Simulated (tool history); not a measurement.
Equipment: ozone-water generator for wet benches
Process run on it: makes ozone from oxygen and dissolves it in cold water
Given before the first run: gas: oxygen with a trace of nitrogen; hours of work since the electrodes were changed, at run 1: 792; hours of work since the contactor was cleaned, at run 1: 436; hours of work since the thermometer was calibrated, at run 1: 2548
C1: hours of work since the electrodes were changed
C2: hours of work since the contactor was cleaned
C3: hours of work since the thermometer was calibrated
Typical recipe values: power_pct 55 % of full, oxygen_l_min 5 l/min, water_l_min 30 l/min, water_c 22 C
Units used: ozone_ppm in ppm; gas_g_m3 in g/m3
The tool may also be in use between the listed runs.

{"run": 1, "hour": 0.0, "power_pct": 55, "oxygen_l_min": 5, "water_l_min": 30, "water_c": 22, "C1": 792, "C2": 436, "C3": 2548, "ozone_ppm": 7.2, "gas_g_m3": 128.7}
{"run": 2, "hour": 48.3, "power_pct": 55, "oxygen_l_min": 5, "water_l_min": 30, "water_c": 22, "C1": 821, "C2": 465, "C3": 2577, "ozone_ppm": 7.1, "gas_g_m3": 126.8}
{"run": 3, "hour": 112.1, "power_pct": 55, "oxygen_l_min": 5, "water_l_min": 30, "water_c": 22, "C1": 859, "C2": 503, "C3": 2616, "ozone_ppm": 7.5, "gas_g_m3": 127}
{"run": 4, "hour": 169.2, "power_pct": 55, "oxygen_l_min": 5, "water_l_min": 30, "water_c": 22, "C1": 894, "C2": 538, "C3": 2650, "ozone_ppm": 7.1, "gas_g_m3": 127.6}
{"run": 5, "hour": 214.1, "power_pct": 55, "oxygen_l_min": 5, "water_l_min": 30, "water_c": 22, "C1": 921, "C2": 565, "C3": 2677, "ozone_ppm": 7.2, "gas_g_m3": 126.6}
{"run": 6, "hour": 263.0, "power_pct": 55, "oxygen_l_min": 5, "water_l_min": 45, "water_c": 22, "C1": 950, "C2": 594, "C3": 2707, "ozone_ppm": 4.6, "gas_g_m3": 127.3}
{"run": 7, "hour": 329.0, "power_pct": 55, "oxygen_l_min": 5, "water_l_min": 30, "water_c": 30, "C1": 990, "C2": 634, "C3": 2747, "ozone_ppm": 6.4, "gas_g_m3": 127.4}
{"run": 8, "hour": 377.5, "power_pct": 55, "oxygen_l_min": 5, "water_l_min": 30, "water_c": 30, "C1": 1019, "C2": 663, "C3": 2776, "ozone_ppm": 6.4, "gas_g_m3": 126.1}
{"run": 9, "hour": 409.9, "power_pct": 47, "oxygen_l_min": 5, "water_l_min": 30, "water_c": 15, "C1": 1039, "C2": 683, "C3": 2796, "ozone_ppm": 7.1, "gas_g_m3": 115.1}
{"run": 10, "hour": 453.4, "power_pct": 47, "oxygen_l_min": 5, "water_l_min": 40, "water_c": 15, "C1": 1065, "C2": 709, "C3": 2822, "ozone_ppm": 5.2, "gas_g_m3": 115.7}
{"run": 11, "hour": 505.4, "power_pct": 47, "oxygen_l_min": 5, "water_l_min": 40, "water_c": 15, "C1": 1097, "C2": 741, "C3": 2853, "ozone_ppm": 5.1, "gas_g_m3": 115.8}
{"run": 12, "hour": 555.5, "power_pct": 47, "oxygen_l_min": 5, "water_l_min": 40, "water_c": 15, "C1": 1127, "C2": 771, "C3": 2884, "ozone_ppm": 5.2, "gas_g_m3": 115.1}

Each row is a separate what-if for the run after 12, all from the same tool condition, not one after another. Results?
{"run": "A", "hour": 591.2, "power_pct": 47, "oxygen_l_min": 5, "water_l_min": 40, "water_c": 20, "C1": 1148, "C2": 792, "C3": 2905, "ozone_ppm": "?", "gas_g_m3": "?"}
{"run": "B", "hour": 591.2, "power_pct": 55, "oxygen_l_min": 5.58, "water_l_min": 30, "water_c": 22, "C1": 1148, "C2": 792, "C3": 2905, "ozone_ppm": "?", "gas_g_m3": "?"}
{"run": "C", "hour": 591.2, "power_pct": 55, "oxygen_l_min": 4.37, "water_l_min": 48, "water_c": 22, "C1": 1148, "C2": 792, "C3": 2905, "ozone_ppm": "?", "gas_g_m3": "?"}
{"run": "D", "hour": 591.2, "power_pct": 53, "oxygen_l_min": 5, "water_l_min": 41, "water_c": 22, "C1": 1148, "C2": 792, "C3": 2905, "ozone_ppm": "?", "gas_g_m3": "?"}
{"run": "E", "hour": 591.2, "power_pct": 55, "oxygen_l_min": 3.08, "water_l_min": 33, "water_c": 22, "C1": 1148, "C2": 792, "C3": 2905, "ozone_ppm": "?", "gas_g_m3": "?"}

run=A ozone_ppm=4.9 gas_g_m3=115.2
run=B ozone_ppm=7.2 gas_g_m3=117.4
run=C ozone_ppm=4.1 gas_g_m3=136
run=D ozone_ppm=5 gas_g_m3=122.9
run=E ozone_ppm=6 gas_g_m3=170.1
What these runs would have given with no unlogged condition in the tool:
run=A ozone_ppm=5.3 gas_g_m3=120.6
run=B ozone_ppm=7.8 gas_g_m3=123.4
run=C ozone_ppm=4.5 gas_g_m3=143
run=D ozone_ppm=5.4 gas_g_m3=129.1
run=E ozone_ppm=6.5 gas_g_m3=178.8
